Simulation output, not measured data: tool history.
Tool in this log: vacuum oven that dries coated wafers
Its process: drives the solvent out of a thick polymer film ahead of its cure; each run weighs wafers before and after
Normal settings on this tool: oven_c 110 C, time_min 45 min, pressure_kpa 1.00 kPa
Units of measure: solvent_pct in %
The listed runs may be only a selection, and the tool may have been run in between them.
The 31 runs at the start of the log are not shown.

Run 32, hour 1586.2: usual settings but oven_c 125 C, pressure_kpa 2.79 kPa. Result: solvent_pct 2.26 %.
Run 33, hour 1654.7: usual settings but oven_c 98 C, time_min 23 min, pressure_kpa 1.05 kPa. Result: solvent_pct 8.41 %.
Run 34, hour 1725.2: usual settings but oven_c 98 C, time_min 23 min, pressure_kpa 1.05 kPa. Result: solvent_pct 8.51 %.
Run 35, hour 1777.8: usual settings but oven_c 98 C, time_min 23 min, pressure_kpa 1.05 kPa. Result: solvent_pct 8.68 %.
Run 36, hour 1833.2: usual settings but oven_c 99 C, time_min 50 min, pressure_kpa 2.42 kPa. Result: solvent_pct 6.48 %.
Run 37, hour 1892.8: usual settings but oven_c 99 C, time_min 71 min, pressure_kpa 1.60 kPa. Result: solvent_pct 4.13 %.
Run 38, hour 1955.9: usual settings but oven_c 99 C, time_min 71 min, pressure_kpa 1.60 kPa. Result: solvent_pct 4.05 %.
Run 39, hour 1998.2: usual settings but oven_c 116 C, time_min 68 min, pressure_kpa 3.90 kPa. Result: solvent_pct 3.91 %.
Run 40, hour 2063.4: usual settings but oven_c 116 C, time_min 68 min, pressure_kpa 3.90 kPa. Result: solvent_pct 4.06 %.
Run 41, hour 2098.1: usual settings but oven_c 116 C, time_min 68 min, pressure_kpa 3.90 kPa. Result: solvent_pct 4.07 %.
Run 42, hour 2154.0: usual settings but oven_c 125 C, time_min 66 min, pressure_kpa 3.90 kPa. Result: solvent_pct 2.99 %.
Run 43, hour 2208.9: usual settings but oven_c 125 C, time_min 66 min, pressure_kpa 3.90 kPa. Result: solvent_pct 2.94 %.
Run 44, hour 2250.8: usual settings but oven_c 105 C, time_min 44 min, pressure_kpa 2.85 kPa. Result: solvent_pct 5.72 %.
Run 45, hour 2300.6: usual settings but oven_c 119 C, time_min 33 min, pressure_kpa 1.25 kPa. Result: solvent_pct 2.21 %.
Run 46, hour 2371.4: usual settings but oven_c 119 C, time_min 33 min, pressure_kpa 1.25 kPa. Result: solvent_pct 2.33 %.

Alternative continuations, all from the tool just after run 46; predict every row:
Run A, hour 2414.7: usual settings but oven_c 107 C. Result: solvent_pct ?.
Run B, hour 2414.7: usual settings but oven_c 119 C, time_min 31 min, pressure_kpa 1.25 kPa. Result: solvent_pct ?.
Run C, hour 2414.7: usual settings but oven_c 107 C, time_min 29 min, pressure_kpa 1.95 kPa. Result: solvent_pct ?.
Run D, hour 2414.7: usual settings but oven_c 121 C, time_min 33 min, pressure_kpa 1.25 kPa. Result: solvent_pct ?.
Run E, hour 2414.7: usual settings but oven_c 121 C, time_min 59 min, pressure_kpa 2.51 kPa. Result: solvent_pct ?.

run  solvent_pct
  A         3.21
  B         2.49
  C         5.95
  D         2.02
  E         2.33
Stripped of hidden state, with their random variation kept, the same runs would have yielded:
run  solvent_pct
  A         2.73
  B         2.19
  C         5.60
  D         1.71
  E         1.98

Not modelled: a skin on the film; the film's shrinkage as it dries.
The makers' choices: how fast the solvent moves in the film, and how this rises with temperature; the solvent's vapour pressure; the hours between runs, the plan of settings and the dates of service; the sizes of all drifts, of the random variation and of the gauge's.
